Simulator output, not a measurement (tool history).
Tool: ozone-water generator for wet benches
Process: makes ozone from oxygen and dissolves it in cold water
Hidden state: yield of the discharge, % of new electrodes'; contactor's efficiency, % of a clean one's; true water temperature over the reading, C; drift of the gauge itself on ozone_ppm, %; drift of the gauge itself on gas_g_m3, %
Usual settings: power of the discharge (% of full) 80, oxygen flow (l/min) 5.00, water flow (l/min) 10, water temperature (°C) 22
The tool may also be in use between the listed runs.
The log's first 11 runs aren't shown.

run    hour  power of the discharge (% of full)  oxygen flow (l/min)  water flow (l/min)  water temperature (°C)  hours of work since the electrodes were changed  hours of work since the contactor was cleaned  hours of work since the thermometer was calibrated  dissolved ozone (ppm)  ozone in the gas ahead of the water (g/m3)
 12  1821.0                                  80                 5.00                  10                      22                                             6400                                           9416                                                2275                   27.0                                       182.3
 13  1959.9                                  80                 5.00                  10                      22                                             6491                                           9507                                                2366                   26.8                                       181.6
 14  2164.2                                  80                 5.00                  10                      22                                             6626                                           9641                                                2500                   26.7                                       180.7
 15  2345.8                                  80                 5.00                  10                      22                                             6745                                           9760                                                2620                   26.6                                       180.8
 16  2497.3                                  47                 5.00                  10                      22                                             6844                                           9860                                                2719                   18.3                                       127.7
     2522.6  -- contactor cleaned
 17  2618.3                                  80                 5.00                  10                      22                                             6921                                             63                                                2796                   27.7                                       179.0
 18  2835.4                                  80                 4.77                   7                      16                                             7064                                            205                                                2939                   36.8                                       182.2
 19  3040.2                                  92                 3.98                   7                      29                                             7198                                            340                                                3073                   31.0                                       217.9
 20  3248.4                                  92                 3.98                   7                      29                                             7335                                            477                                                3210                   30.9                                       215.7
 21  3373.8                                  92                 3.98                  10                      29                                             7417                                            559                                                3292                   26.5                                       218.7
 22  3500.5                                  84                 5.00                  10                      16                                             7500                                            642                                                3375                   31.4                                       182.8
     3521.0  -- water thermometer calibrated
 23  3708.4                                  46                 4.66                   7                      19                                             7637                                            778                                                 123                   23.8                                       127.4
 24  3875.2                                  46                 4.66                  14                      19                                             7746                                            888                                                 233                   16.4                                       126.5
 25  4099.3                                  88                 4.66                  14                      19                                             7893                                           1035                                                 380                   24.8                                       193.1
 26  4252.8                                  88                 4.66                  14                      19                                             7994                                           1136                                                 481                   25.0                                       193.8
 27  4449.0                                  88                 4.66                  14                      19                                             8123                                           1265                                                 609                   24.8                                       192.0
 28  4599.8                                  49                 5.00                   8                      22                                             8222                                           1364                                                 708                   21.4                                       126.7
 29  4773.1                                  49                 5.00                   8                      22                                             8336                                           1478                                                 822                   21.2                                       127.1
     4897.0  -- water thermometer calibrated, once more
 30  4987.5                                  44                 5.00                  10                      22                                             8476                                           1618                                                  59                   18.1                                       117.9
 31  5090.3                                  44                 5.30                  10                      22                                             8544                                           1686                                                 127                   17.8                                       115.5
 32  5222.6                                  80                 5.00                  10                      19                                             8631                                           1772                                                 214                   28.2                                       173.1

Run 33 comes next. What will it give?
 33  5412.0                                  80                 5.00                  10                      19                                             8755                                           1897                                                 338                      ?                                           ?

dissolved ozone (ppm): 27.4
ozone in the gas ahead of the water (g/m3): 172.6
Without the tool's hidden state the same run would have given dissolved ozone (ppm) 33.3, ozone in the gas ahead of the water (g/m3) 207.2.
